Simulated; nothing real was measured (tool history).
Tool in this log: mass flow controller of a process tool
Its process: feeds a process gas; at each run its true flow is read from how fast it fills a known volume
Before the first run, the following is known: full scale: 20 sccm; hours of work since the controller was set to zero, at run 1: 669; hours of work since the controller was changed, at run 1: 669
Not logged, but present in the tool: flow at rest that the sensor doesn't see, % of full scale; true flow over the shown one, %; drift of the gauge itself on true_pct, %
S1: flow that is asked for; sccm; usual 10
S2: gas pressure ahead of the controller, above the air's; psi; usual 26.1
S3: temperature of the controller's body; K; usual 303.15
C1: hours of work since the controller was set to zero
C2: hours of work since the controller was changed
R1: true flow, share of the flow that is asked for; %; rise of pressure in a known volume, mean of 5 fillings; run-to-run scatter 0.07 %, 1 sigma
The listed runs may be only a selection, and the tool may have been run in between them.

{"run": 1, "hour": 0.0, "S1": 10, "S2": 26.1, "S3": 303.15, "C1": 669, "C2": 669, "R1": 98.97}
{"run": 2, "hour": 77.9, "S1": 10, "S2": 26.1, "S3": 303.15, "C1": 698, "C2": 698, "R1": 98.85}
{"run": 3, "hour": 145.5, "S1": 10, "S2": 26.1, "S3": 303.15, "C1": 723, "C2": 723, "R1": 98.84}
{"run": 4, "hour": 226.9, "S1": 10, "S2": 26.1, "S3": 303.15, "C1": 753, "C2": 753, "R1": 98.91}
{"run": 5, "hour": 300.0, "S1": 10, "S2": 26.1, "S3": 303.15, "C1": 781, "C2": 781, "R1": 98.86}
{"run": 6, "hour": 387.7, "S1": 10, "S2": 26.1, "S3": 303.15, "C1": 813, "C2": 813, "R1": 98.86}
{"run": 7, "hour": 427.4, "S1": 10, "S2": 26.1, "S3": 303.15, "C1": 828, "C2": 828, "R1": 98.89}
{"hour": 434.9, "done": "controller's zero set anew"}
{"run": 8, "hour": 480.0, "S1": 10, "S2": 26.1, "S3": 303.15, "C1": 17, "C2": 847, "R1": 98.77}
{"run": 9, "hour": 537.0, "S1": 10, "S2": 26.1, "S3": 303.15, "C1": 38, "C2": 868, "R1": 98.77}
{"run": 10, "hour": 578.9, "S1": 10, "S2": 26.1, "S3": 303.15, "C1": 53, "C2": 884, "R1": 98.77}
{"run": 11, "hour": 633.4, "S1": 10, "S2": 26.1, "S3": 303.15, "C1": 74, "C2": 904, "R1": 98.74}
{"hour": 699.5, "done": "controller's zero set anew, once more"}
{"run": 12, "hour": 704.3, "S1": 4, "S2": 26.1, "S3": 303.15, "C1": 2, "C2": 930, "R1": 98.24}
{"run": 13, "hour": 764.1, "S1": 2, "S2": 35.4, "S3": 307.15, "C1": 24, "C2": 952, "R1": 97.74}
{"run": 14, "hour": 844.7, "S1": 7, "S2": 26.1, "S3": 312.15, "C1": 54, "C2": 982, "R1": 99.37}
{"run": 15, "hour": 897.9, "S1": 7, "S2": 26.1, "S3": 312.15, "C1": 74, "C2": 1002, "R1": 99.32}
{"run": 16, "hour": 982.9, "S1": 7, "S2": 26.1, "S3": 312.15, "C1": 105, "C2": 1033, "R1": 99.37}
{"run": 17, "hour": 1031.7, "S1": 6, "S2": 27.1, "S3": 302.15, "C1": 123, "C2": 1051, "R1": 98.41}
{"run": 18, "hour": 1077.5, "S1": 6, "S2": 27.1, "S3": 302.15, "C1": 140, "C2": 1068, "R1": 98.13}
{"run": 19, "hour": 1120.6, "S1": 6, "S2": 27.1, "S3": 302.15, "C1": 156, "C2": 1084, "R1": 98.34}
{"run": 20, "hour": 1177.8, "S1": 5, "S2": 29.7, "S3": 306.15, "C1": 177, "C2": 1105, "R1": 98.33}
{"run": 21, "hour": 1219.0, "S1": 5, "S2": 37.6, "S3": 306.15, "C1": 193, "C2": 1121, "R1": 97.98}
{"run": 22, "hour": 1291.8, "S1": 5, "S2": 37.6, "S3": 306.15, "C1": 219, "C2": 1148, "R1": 97.92}
{"run": 23, "hour": 1369.4, "S1": 5, "S2": 27.6, "S3": 303.15, "C1": 248, "C2": 1176, "R1": 98.07}

Here are 4 independent what-if runs from the current tool condition. What would each one return?
{"run": "A", "hour": 1432.2, "S1": 14, "S2": 35.5, "S3": 297.15, "C1": 272, "C2": 1200, "R1": "?"}
{"run": "B", "hour": 1432.2, "S1": 5, "S2": 38.4, "S3": 303.15, "C1": 272, "C2": 1200, "R1": "?"}
{"run": "C", "hour": 1432.2, "S1": 5, "S2": 39, "S3": 303.15, "C1": 272, "C2": 1200, "R1": "?"}
{"run": "D", "hour": 1432.2, "S1": 5, "S2": 27.6, "S3": 299.15, "C1": 272, "C2": 1200, "R1": "?"}

run=A R1=98.69
run=B R1=97.71
run=C R1=97.64
run=D R1=97.66
With no hidden state in the tool, these same runs would have given:
run=A R1=98.89
run=B R1=98.07
run=C R1=98
run=D R1=98.03

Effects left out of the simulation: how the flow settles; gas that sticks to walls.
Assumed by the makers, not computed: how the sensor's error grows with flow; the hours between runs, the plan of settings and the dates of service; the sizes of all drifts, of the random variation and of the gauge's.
